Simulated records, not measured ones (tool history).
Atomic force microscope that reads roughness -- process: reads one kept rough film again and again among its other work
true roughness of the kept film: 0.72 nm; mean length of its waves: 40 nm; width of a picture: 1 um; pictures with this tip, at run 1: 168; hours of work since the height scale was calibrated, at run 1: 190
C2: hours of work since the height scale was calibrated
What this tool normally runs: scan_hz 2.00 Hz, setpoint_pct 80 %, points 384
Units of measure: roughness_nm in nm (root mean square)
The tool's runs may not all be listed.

Run 1, hour 0.0: usual settings; pictures with this tip 168; C2 190. Result: roughness_nm 0.6006 nm (root mean square).
Run 2, hour 4.5: usual settings but scan_hz 2.65 Hz; pictures with this tip 179; C2 193. Result: roughness_nm 0.5750 nm (root mean square).
Run 3, hour 10.1: usual settings but scan_hz 2.65 Hz; pictures with this tip 193; C2 197. Result: roughness_nm 0.5732 nm (root mean square).
Run 4, hour 14.9: usual settings but scan_hz 2.65 Hz; pictures with this tip 205; C2 201. Result: roughness_nm 0.5744 nm (root mean square).
At hour 18.5: new tip fitted.
Run 5, hour 23.5: usual settings but points 565; pictures with this tip 12; C2 207. Result: roughness_nm 0.6104 nm (root mean square).
Run 6, hour 29.7: usual settings but points 565; pictures with this tip 28; C2 211. Result: roughness_nm 0.6079 nm (root mean square).
Run 7, hour 37.7: usual settings but setpoint_pct 61 %; pictures with this tip 48; C2 217. Result: roughness_nm 0.6676 nm (root mean square).
Run 8, hour 46.4: usual settings; pictures with this tip 69; C2 223. Result: roughness_nm 0.6073 nm (root mean square).
Run 9, hour 50.6: usual settings but setpoint_pct 82 %; pictures with this tip 80; C2 226. Result: roughness_nm 0.5980 nm (root mean square).
Run 10, hour 56.9: usual settings but setpoint_pct 82 %; pictures with this tip 96; C2 231. Result: roughness_nm 0.5981 nm (root mean square).
Run 11, hour 63.6: usual settings; pictures with this tip 112; C2 236. Result: roughness_nm 0.6021 nm (root mean square).
Run 12, hour 68.8: usual settings; pictures with this tip 126; C2 240. Result: roughness_nm 0.6037 nm (root mean square).
Run 13, hour 77.1: usual settings; pictures with this tip 146; C2 246. Result: roughness_nm 0.6027 nm (root mean square).
Run 14, hour 86.2: usual settings; pictures with this tip 169; C2 252. Result: roughness_nm 0.6015 nm (root mean square).
Run 15, hour 94.9: usual settings; pictures with this tip 191; C2 259. Result: roughness_nm 0.6013 nm (root mean square).
Run 16, hour 102.5: usual settings but scan_hz 1.21 Hz; pictures with this tip 210; C2 264. Result: roughness_nm 0.6344 nm (root mean square).
At hour 104.2: height scale calibrated on a step standard.
At hour 105.4: new tip fitted.
Run 17, hour 108.5: usual settings but scan_hz 0.72 Hz; pictures with this tip 7; C2 3. Result: roughness_nm 0.6687 nm (root mean square).
Run 18, hour 114.8: usual settings; pictures with this tip 23; C2 7. Result: roughness_nm 0.6077 nm (root mean square).
Run 19, hour 122.8: usual settings but scan_hz 0.64 Hz, setpoint_pct 65 %; pictures with this tip 43; C2 13. Result: roughness_nm 0.6877 nm (root mean square).
Run 20, hour 129.2: usual settings but scan_hz 0.64 Hz, setpoint_pct 82 %; pictures with this tip 59; C2 18. Result: roughness_nm 0.6663 nm (root mean square).
Run 21, hour 137.2: usual settings but scan_hz 0.64 Hz, setpoint_pct 82 %; pictures with this tip 79; C2 24. Result: roughness_nm 0.6654 nm (root mean square).
Run 22, hour 144.3: usual settings but scan_hz 0.74 Hz, setpoint_pct 56 %, points 568; pictures with this tip 97; C2 29. Result: roughness_nm 0.6922 nm (root mean square).
Run 23, hour 149.7: usual settings but scan_hz 0.95 Hz, setpoint_pct 68 %, points 858; pictures with this tip 110; C2 33. Result: roughness_nm 0.6758 nm (root mean square).
Run 24, hour 157.5: usual settings but scan_hz 0.95 Hz, setpoint_pct 68 %, points 858; pictures with this tip 130; C2 38. Result: roughness_nm 0.6752 nm (root mean square).

Run 25, settings as shown, results not yet in. Your forecast:
At hour 163.5: height scale calibrated on a step standard, once more.
Run 25, hour 164.4: usual settings but scan_hz 0.95 Hz, setpoint_pct 68 %, points 383; pictures with this tip 145; C2 1. Result: roughness_nm ?.

{"run 25": {"roughness_nm": 0.6715}}
On a tool with no hidden condition, and with the same random variation, this run would have come out at roughness_nm 0.6791 nm (root mean square).
